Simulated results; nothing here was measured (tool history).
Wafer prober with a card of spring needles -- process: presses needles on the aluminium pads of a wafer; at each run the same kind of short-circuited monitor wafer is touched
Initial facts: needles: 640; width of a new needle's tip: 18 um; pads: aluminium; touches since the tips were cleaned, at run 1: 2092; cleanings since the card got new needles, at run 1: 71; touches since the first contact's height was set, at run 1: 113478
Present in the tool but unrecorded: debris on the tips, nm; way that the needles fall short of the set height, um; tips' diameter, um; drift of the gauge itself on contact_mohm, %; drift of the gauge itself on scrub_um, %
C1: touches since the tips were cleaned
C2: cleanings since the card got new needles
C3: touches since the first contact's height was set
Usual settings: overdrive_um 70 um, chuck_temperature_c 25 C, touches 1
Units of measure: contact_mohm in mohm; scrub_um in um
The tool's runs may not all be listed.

{"run": 1, "day": 0.0, "overdrive_um": 70, "chuck_temperature_c": 25, "touches": 1, "C1": 2092, "C2": 71, "C3": 113478, "contact_mohm": 144, "scrub_um": 8.965}
{"day": 0.308, "done": "height of the first contact set anew"}
{"day": 0.4, "done": "tips cleaned on abrasive film"}
{"run": 2, "day": 0.804, "overdrive_um": 70, "chuck_temperature_c": 25, "touches": 1, "C1": 4058, "C2": 72, "C3": 4930, "contact_mohm": 157, "scrub_um": 9.087}
{"day": 0.996, "done": "tips cleaned on abrasive film"}
{"day": 1.633, "done": "tips cleaned on abrasive film"}
{"run": 3, "day": 1.638, "overdrive_um": 70, "chuck_temperature_c": 25, "touches": 1, "C1": 38, "C2": 74, "C3": 13186, "contact_mohm": 125, "scrub_um": 9.069}
{"day": 2.233, "done": "tips cleaned on abrasive film"}
{"run": 4, "day": 2.779, "overdrive_um": 70, "chuck_temperature_c": 25, "touches": 1, "C1": 5466, "C2": 75, "C3": 24616, "contact_mohm": 162, "scrub_um": 9.055}
{"day": 2.879, "done": "tips cleaned on abrasive film"}
{"day": 3.488, "done": "tips cleaned on abrasive film"}
{"run": 5, "day": 3.9, "overdrive_um": 70, "chuck_temperature_c": 25, "touches": 1, "C1": 4120, "C2": 77, "C3": 35765, "contact_mohm": 157, "scrub_um": 9.039}
{"day": 4.121, "done": "tips cleaned on abrasive film"}
{"day": 4.733, "done": "tips cleaned on abrasive film"}
{"run": 6, "day": 5.054, "overdrive_um": 70, "chuck_temperature_c": 25, "touches": 1, "C1": 3231, "C2": 79, "C3": 47293, "contact_mohm": 155, "scrub_um": 9.032}
{"day": 5.312, "done": "tips cleaned on abrasive film"}
{"run": 7, "day": 5.708, "overdrive_um": 70, "chuck_temperature_c": 25, "touches": 1, "C1": 3981, "C2": 80, "C3": 53820, "contact_mohm": 157, "scrub_um": 9.03}
{"day": 5.967, "done": "tips cleaned on abrasive film"}
{"run": 8, "day": 6.308, "overdrive_um": 70, "chuck_temperature_c": 25, "touches": 1, "C1": 3406, "C2": 81, "C3": 59775, "contact_mohm": 154, "scrub_um": 9.003}
{"day": 6.546, "done": "tips cleaned on abrasive film"}
{"day": 7.121, "done": "tips cleaned on abrasive film"}
{"run": 9, "day": 7.238, "overdrive_um": 70, "chuck_temperature_c": 25, "touches": 1, "C1": 1193, "C2": 83, "C3": 69046, "contact_mohm": 137, "scrub_um": 9.013}
{"day": 7.692, "done": "tips cleaned on abrasive film"}
{"run": 10, "day": 8.179, "overdrive_um": 70, "chuck_temperature_c": 25, "touches": 1, "C1": 4886, "C2": 84, "C3": 78425, "contact_mohm": 161, "scrub_um": 8.984}
{"day": 8.275, "done": "tips cleaned on abrasive film"}
{"day": 8.917, "done": "tips cleaned on abrasive film"}
{"run": 11, "day": 9.412, "overdrive_um": 70, "chuck_temperature_c": 98, "touches": 3, "C1": 4954, "C2": 86, "C3": 90717, "contact_mohm": 146, "scrub_um": 8.987}
{"day": 9.521, "done": "tips cleaned on abrasive film"}
{"day": 10.117, "done": "tips cleaned on abrasive film"}
{"run": 12, "day": 10.146, "overdrive_um": 70, "chuck_temperature_c": 98, "touches": 3, "C1": 305, "C2": 88, "C3": 98016, "contact_mohm": 135, "scrub_um": 8.949}

Predict the results of run 13:
{"day": 10.746, "done": "tips cleaned on abrasive film"}
{"run": 13, "day": 10.958, "overdrive_um": 63, "chuck_temperature_c": 109, "touches": 2, "C1": 2122, "C2": 89, "C3": 106123, "contact_mohm": "?", "scrub_um": "?"}

Run 13 yielded contact_mohm 149 mohm, scrub_um 8.059 um.
Minus the tool's unlogged condition, the same run would have read contact_mohm 133 mohm, scrub_um 8.194 um.
